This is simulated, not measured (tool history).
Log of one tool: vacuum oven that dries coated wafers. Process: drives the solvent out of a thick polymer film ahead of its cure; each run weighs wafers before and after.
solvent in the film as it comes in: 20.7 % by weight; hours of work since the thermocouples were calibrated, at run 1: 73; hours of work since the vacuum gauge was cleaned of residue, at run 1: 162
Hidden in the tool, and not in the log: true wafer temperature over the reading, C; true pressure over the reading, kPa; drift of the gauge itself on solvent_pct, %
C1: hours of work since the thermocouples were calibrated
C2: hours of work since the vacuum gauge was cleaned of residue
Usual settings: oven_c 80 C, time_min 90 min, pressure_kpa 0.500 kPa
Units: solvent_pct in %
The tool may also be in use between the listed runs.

run 1 day=0.000 | oven_c=80 time_min=90 pressure_kpa=0.500 | C1=73 C2=162 | solvent_pct=1.60
run 2 day=4.108 | oven_c=80 time_min=106 pressure_kpa=0.500 | C1=143 C2=232 | solvent_pct=0.97
run 3 day=6.700 | oven_c=80 time_min=106 pressure_kpa=0.500 | C1=187 C2=276 | solvent_pct=1.08
run 4 day=10.854 | oven_c=80 time_min=106 pressure_kpa=0.500 | C1=258 C2=347 | solvent_pct=0.96
run 5 day=14.833 | oven_c=80 time_min=106 pressure_kpa=0.500 | C1=326 C2=415 | solvent_pct=1.09
run 6 day=17.067 | oven_c=80 time_min=106 pressure_kpa=0.500 | C1=364 C2=453 | solvent_pct=1.08
run 7 day=18.983 | oven_c=80 time_min=106 pressure_kpa=0.500 | C1=397 C2=486 | solvent_pct=1.00
run 8 day=21.238 | oven_c=80 time_min=106 pressure_kpa=0.500 | C1=435 C2=524 | solvent_pct=1.00
run 9 day=23.788 | oven_c=80 time_min=106 pressure_kpa=0.500 | C1=479 C2=568 | solvent_pct=1.12
run 10 day=26.133 | oven_c=80 time_min=56 pressure_kpa=0.500 | C1=519 C2=608 | solvent_pct=3.45
run 11 day=29.550 | oven_c=80 time_min=88 pressure_kpa=0.618 | C1=577 C2=666 | solvent_pct=1.48
run 12 day=33.067 | oven_c=80 time_min=88 pressure_kpa=0.618 | C1=637 C2=726 | solvent_pct=1.57
run 13 day=35.738 | oven_c=69 time_min=109 pressure_kpa=0.668 | C1=683 C2=772 | solvent_pct=4.97
run 14 day=39.425 | oven_c=88 time_min=59 pressure_kpa=0.500 | C1=746 C2=835 | solvent_pct=0.77
-- day=39.717 vacuum gauge cleaned of residue and calibrated
run 15 day=41.800 | oven_c=88 time_min=52 pressure_kpa=0.500 | C1=785 C2=36 | solvent_pct=1.10

Run 16 comes next. What will it give?
run 16 day=45.462 | oven_c=88 time_min=52 pressure_kpa=0.500 | C1=848 C2=98 | solvent_pct=?

Run 16 gave solvent_pct 1.09 %.
Without the tool's hidden state the same run would have given solvent_pct 1.33 %.

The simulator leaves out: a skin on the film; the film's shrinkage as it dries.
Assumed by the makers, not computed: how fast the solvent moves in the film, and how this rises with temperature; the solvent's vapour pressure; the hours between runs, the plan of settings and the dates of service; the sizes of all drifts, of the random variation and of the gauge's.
